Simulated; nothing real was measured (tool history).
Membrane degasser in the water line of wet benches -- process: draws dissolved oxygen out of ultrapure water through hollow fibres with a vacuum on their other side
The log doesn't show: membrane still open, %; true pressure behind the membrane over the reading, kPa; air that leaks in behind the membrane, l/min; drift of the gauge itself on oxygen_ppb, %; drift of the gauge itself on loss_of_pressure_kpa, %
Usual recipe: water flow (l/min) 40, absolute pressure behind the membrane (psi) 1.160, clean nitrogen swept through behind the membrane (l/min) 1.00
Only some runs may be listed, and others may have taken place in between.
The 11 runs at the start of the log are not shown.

run    hour  water flow (l/min)  absolute pressure behind the membrane (psi)  clean nitrogen swept through behind the membrane (l/min)  hours since the membrane was changed  hours since the vacuum gauge was calibrated  hours since the vacuum lines were made tight  dissolved oxygen in the water behind the degasser (ppb)  pressure that the water loses in the fibres (psi)
 12   927.7                  40                                        2.582                                                      1.00                                  4456                                         1177                                           455                                                   1086.3                                              5.700
 13  1025.5                  40                                        2.582                                                      1.00                                  4553                                         1275                                           552                                                   1094.9                                              5.732
 14  1138.5                  40                                        1.160                                                      1.00                                  4666                                         1388                                           666                                                    438.5                                              5.687
 15  1195.6                  40                                        1.160                                                      1.00                                  4724                                         1445                                           723                                                    437.5                                              5.742
 16  1307.4                  35                                        1.160                                                      1.00                                  4835                                         1557                                           834                                                    385.5                                              5.005
 17  1409.2                  35                                        1.160                                                      1.00                                  4937                                         1659                                           936                                                    384.7                                              4.988
 18  1472.3                  55                                        2.276                                                      1.00                                  5000                                         1722                                           999                                                   1234.4                                              7.893
 19  1525.1                  53                                        2.276                                                      0.77                                  5053                                         1775                                          1052                                                   1394.5                                              7.617
 20  1608.5                  53                                        2.276                                                      0.77                                  5136                                         1858                                          1136                                                   1401.4                                              7.578
 21  1668.7                  53                                        2.276                                                      0.77                                  5197                                         1918                                          1196                                                   1401.9                                              7.541
 22  1781.6                  61                                        2.397                                                      0.77                                  5310                                         2031                                          1309                                                   1616.8                                              8.741
     1841.9  -- gauge calibrated
 23  1906.6                  61                                        2.889                                                      1.80                                  5435                                         2156                                          1434                                                   1188.6                                              8.753
 24  2013.4                  30                                        0.709                                                      1.53                                  5541                                         2263                                          1540                                                    117.6                                              4.300
 25  2107.6                  46                                        1.775                                                      1.56                                  5636                                         2357                                          1635                                                    620.6                                              6.575
 26  2174.6                  30                                        1.672                                                      2.39                                  5703                                         2424                                          1702                                                    278.1                                              4.326
 27  2257.1                  39                                        1.160                                                      0.62                                  5785                                         2507                                          1784                                                    586.5                                              5.598
 28  2309.2                  25                                        1.883                                                      2.94                                  5837                                         2559                                          1836                                                    219.9                                              3.564
 29  2428.6                  25                                        1.883                                                      2.94                                  5957                                         2678                                          1956                                                    219.3                                              3.574
 30  2527.6                  54                                        0.747                                                      0.63                                  6055                                         2777                                          2055                                                    403.0                                              7.754
 31  2603.6                  54                                        0.747                                                      0.63                                  6132                                         2853                                          2131                                                    400.5                                              7.703
 32  2720.7                  26                                        2.509                                                      0.51                                  6249                                         2970                                          2248                                                   1212.8                                              3.698
 33  2836.4                  26                                        2.509                                                      0.51                                  6364                                         3086                                          2363                                                   1216.4                                              3.687

3 options for the next run, each taken on its own from the tool as it stands now. Forecast them:
  A  2914.6                  25                                        1.160                                                      0.48                                  6443                                         3164                                          2442                                                        ?                                                  ?
  B  2914.6                  48                                        0.922                                                      1.43                                  6443                                         3164                                          2442                                                        ?                                                  ?
  C  2914.6                  28                                        1.160                                                      1.51                                  6443                                         3164                                          2442                                                        ?                                                  ?

run  dissolved oxygen in the water behind the degasser (ppb)  pressure that the water loses in the fibres (psi)
  A                                                    472.4                                              3.549
  B                                                    321.8                                              6.869
  C                                                    227.9                                              4.023
The same runs, with their run-to-run variation unchanged, on a tool lacking any hidden condition would have given:
run  dissolved oxygen in the water behind the degasser (ppb)  pressure that the water loses in the fibres (psi)
  A                                                    479.2                                              3.549
  B                                                    326.3                                              6.866
  C                                                    231.1                                              4.022
